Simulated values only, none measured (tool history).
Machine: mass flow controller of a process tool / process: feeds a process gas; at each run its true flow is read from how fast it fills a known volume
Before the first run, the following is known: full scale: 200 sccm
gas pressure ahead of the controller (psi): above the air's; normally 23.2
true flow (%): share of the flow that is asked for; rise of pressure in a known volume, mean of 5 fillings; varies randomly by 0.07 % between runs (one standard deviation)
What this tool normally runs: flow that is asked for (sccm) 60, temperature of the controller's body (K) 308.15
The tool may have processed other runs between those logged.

run    hour  flow that is asked for (sccm)  gas pressure ahead of the controller (psi)  temperature of the controller's body (K)  true flow (%)
  1     0.0                             60                                        23.2                                    308.15          96.75
  2    74.9                             60                                        23.2                                    308.15          96.68
  3   177.9                             60                                        23.2                                    308.15          96.56
  4   249.7                             60                                        23.2                                    308.15          96.69
  5   319.2                             60                                        23.2                                    296.15          97.85
  6   406.5                             60                                        23.2                                    308.15          96.62
  7   462.7                             60                                        23.2                                    308.15          96.66
  8   505.3                             35                                        23.2                                    308.15          95.77
  9   606.0                            177                                        23.2                                    308.15          98.71
 10   654.5                            177                                        23.2                                    308.15          98.92
 11   750.6                             60                                        23.2                                    308.15          96.53
 12   849.3                             60                                        23.2                                    308.15          96.51
 13   951.1                             60                                        23.2                                    308.15          96.61
 14  1024.9                             60                                        23.2                                    308.15          96.53
 15  1072.5                             22                                        23.2                                    308.15          94.52
 16  1121.1                             49                                        23.2                                    308.15          96.14
     1130.1  -- controller's zero set anew
 17  1203.6                             49                                        25.7                                    308.15          96.03
     1309.3  -- controller's zero set anew, once more
 18  1309.3                             33                                        25.7                                    312.15          96.82
 19  1406.3                             33                                        25.7                                    312.15          96.67
 20  1502.1                             60                                        32.9                                    305.15          98.14
 21  1580.2                             60                                        37.1                                    308.15          98.00
 22  1626.3                             80                                        38.4                                    308.15          98.33
 23  1688.8                             43                                        23.2                                    312.15          96.58
 24  1788.3                            138                                        23.2                                    312.15          98.26
 25  1887.4                             33                                        28.4                                    301.15          97.74
 26  1987.8                             30                                        40.5                                    301.15          97.93

Run 27, settings as shown, results not yet in. Your forecast:
 27  2083.7                             30                                        40.5                                    301.15              ?

true flow (%): 98.08
Without the tool's hidden state the same run would have given true flow (%) 97.55.
